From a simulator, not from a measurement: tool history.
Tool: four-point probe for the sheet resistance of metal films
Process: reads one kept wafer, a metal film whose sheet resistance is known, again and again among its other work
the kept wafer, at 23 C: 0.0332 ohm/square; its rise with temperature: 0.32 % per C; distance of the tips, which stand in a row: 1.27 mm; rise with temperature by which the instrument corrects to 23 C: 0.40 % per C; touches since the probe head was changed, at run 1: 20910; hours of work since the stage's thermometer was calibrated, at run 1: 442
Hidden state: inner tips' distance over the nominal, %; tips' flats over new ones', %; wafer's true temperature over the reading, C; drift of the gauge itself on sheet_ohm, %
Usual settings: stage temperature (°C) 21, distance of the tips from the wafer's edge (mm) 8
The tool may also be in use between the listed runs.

run    hour  stage temperature (°C)  distance of the tips from the wafer's edge (mm)  touches since the probe head was changed  hours of work since the stage's thermometer was calibrated  sheet resistance as the instrument gives it (ohm/square)
  1     0.0                      21                                                8                                     20910                                                         442                                                  0.033813
  2    43.0                      21                                                8                                     21377                                                         460                                                  0.033808
  3   114.4                      20                                                8                                     22151                                                         490                                                  0.033837
  4   180.6                      20                                                8                                     22869                                                         517                                                  0.033849
  5   243.6                      20                                                8                                     23552                                                         544                                                  0.033834
  6   302.7                      20                                                8                                     24194                                                         569                                                  0.033838
  7   354.2                      20                                               25                                     24752                                                         590                                                  0.033438
  8   417.4                      20                                               25                                     25438                                                         617                                                  0.033448
  9   452.9                      20                                               25                                     25822                                                         632                                                  0.033446
 10   519.3                      20                                               25                                     26542                                                         660                                                  0.033442
 11   553.0                      21                                                8                                     26908                                                         674                                                  0.033808
 12   623.4                      21                                                8                                     27672                                                         703                                                  0.033807
 13   693.3                      21                                               26                                     28430                                                         733                                                  0.033409
 14   765.1                      21                                               26                                     29209                                                         763                                                  0.033406
 15   810.7                      21                                               26                                     29704                                                         782                                                  0.033409
 16   866.2                      21                                               26                                     30307                                                         806                                                  0.033421
 17   916.0                      21                                               26                                     30846                                                         826                                                  0.033412
 18   975.3                      21                                                8                                     31490                                                         851                                                  0.033818
 19  1048.5                      21                                               13                                     32284                                                         882                                                  0.033544
 20  1094.6                      21                                               13                                     32784                                                         902                                                  0.033547
 21  1161.7                      21                                               13                                     33512                                                         930                                                  0.033538
     1165.8  -- stage's thermometer calibrated
 22  1193.4                      21                                                8                                     33850                                                          12                                                  0.033793
 23  1231.8                      21                                               41                                     34266                                                          28                                                  0.033360
     1299.4  -- stage's thermometer calibrated, once more
 24  1308.6                      21                                                8                                     35094                                                           4                                                  0.033856
 25  1347.4                      29                                                3                                     35515                                                          20                                                  0.036093
 26  1411.6                      19                                               33                                     36212                                                          47                                                  0.033473
 27  1454.6                      27                                                7                                     36678                                                          65                                                  0.033833
 28  1493.0                      21                                                7                                     37095                                                          81                                                  0.033989
 29  1556.9                      21                                                7                                     37788                                                         108                                                  0.033999
 30  1596.2                      27                                               21                                     38214                                                         125                                                  0.033323
 31  1654.4                      22                                               11                                     38845                                                         149                                                  0.033629
 32  1685.7                      21                                                7                                     39185                                                         162                                                  0.033998
 33  1735.7                      21                                                7                                     39727                                                         183                                                  0.034007
 34  1803.5                      21                                                7                                     40462                                                         212                                                  0.034003
 35  1851.7                      19                                                6                                     40985                                                         232                                                  0.034262
 36  1897.2                      21                                               15                                     41479                                                         251                                                  0.033534
 37  1959.8                      21                                               31                                     42159                                                         278                                                  0.033449
 38  2012.5                      23                                                5                                     42730                                                         300                                                  0.034480
 39  2061.3                      28                                                8                                     43259                                                         320                                                  0.033689
 40  2111.4                      32                                               46                                     43802                                                         341                                                  0.033146
 41  2182.0                      23                                               21                                     44568                                                         371                                                  0.033411
 42  2213.0                      23                                               21                                     44905                                                         384                                                  0.033429
 43  2249.8                      23                                               21                                     45305                                                         399                                                  0.033428
 44  2305.4                      26                                               28                                     45907                                                         423                                                  0.033325
 45  2365.3                      26                                               28                                     46557                                                         448                                                  0.033330

3 ways to go on from here, each from the tool as it stands after run 45. What would each give?
  A  2397.4                      22                                               18                                     46906                                                         461                                                         ?
  B  2397.4                      24                                               27                                     46906                                                         461                                                         ?
  C  2397.4                      23                                               55                                     46906                                                         461                                                         ?

run  sheet resistance as the instrument gives it (ohm/square)
  A                                                  0.033483
  B                                                  0.033391
  C                                                  0.033381
Without the tool's hidden state the same runs would have given:
run  sheet resistance as the instrument gives it (ohm/square)
  A                                                  0.033317
  B                                                  0.033225
  C                                                  0.033215
